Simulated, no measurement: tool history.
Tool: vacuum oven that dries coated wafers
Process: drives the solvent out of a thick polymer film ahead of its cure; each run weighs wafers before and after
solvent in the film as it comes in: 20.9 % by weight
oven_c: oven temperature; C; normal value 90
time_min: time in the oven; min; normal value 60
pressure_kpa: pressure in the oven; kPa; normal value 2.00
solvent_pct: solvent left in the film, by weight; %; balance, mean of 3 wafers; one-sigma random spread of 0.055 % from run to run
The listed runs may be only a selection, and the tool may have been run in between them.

run 1 hour=0.0 | oven_c=90 time_min=60 pressure_kpa=2.00 | solvent_pct=3.01
run 2 hour=55.4 | oven_c=90 time_min=32 pressure_kpa=2.00 | solvent_pct=6.40
run 3 hour=104.4 | oven_c=90 time_min=41 pressure_kpa=2.00 | solvent_pct=4.92
run 4 hour=140.4 | oven_c=90 time_min=41 pressure_kpa=2.00 | solvent_pct=4.86
run 5 hour=210.2 | oven_c=90 time_min=60 pressure_kpa=2.00 | solvent_pct=3.08
run 6 hour=261.3 | oven_c=90 time_min=60 pressure_kpa=2.00 | solvent_pct=2.98
run 7 hour=292.1 | oven_c=90 time_min=60 pressure_kpa=2.00 | solvent_pct=3.00
run 8 hour=355.5 | oven_c=90 time_min=60 pressure_kpa=2.00 | solvent_pct=3.07
run 9 hour=400.0 | oven_c=90 time_min=60 pressure_kpa=2.00 | solvent_pct=3.05
run 10 hour=441.3 | oven_c=90 time_min=60 pressure_kpa=2.00 | solvent_pct=3.11
run 11 hour=472.3 | oven_c=101 time_min=60 pressure_kpa=2.00 | solvent_pct=0.89
run 12 hour=541.1 | oven_c=101 time_min=60 pressure_kpa=2.00 | solvent_pct=0.99
run 13 hour=572.8 | oven_c=105 time_min=73 pressure_kpa=3.37 | solvent_pct=1.11

Run 14 is up next; what results do you expect?
-- hour=608.0 oven's thermocouples calibrated
run 14 hour=615.4 | oven_c=89 time_min=60 pressure_kpa=1.69 | solvent_pct=?

Run 14 measured solvent_pct 3.21 %.
With no hidden state in the tool, this same run would have given solvent_pct 3.20 %.

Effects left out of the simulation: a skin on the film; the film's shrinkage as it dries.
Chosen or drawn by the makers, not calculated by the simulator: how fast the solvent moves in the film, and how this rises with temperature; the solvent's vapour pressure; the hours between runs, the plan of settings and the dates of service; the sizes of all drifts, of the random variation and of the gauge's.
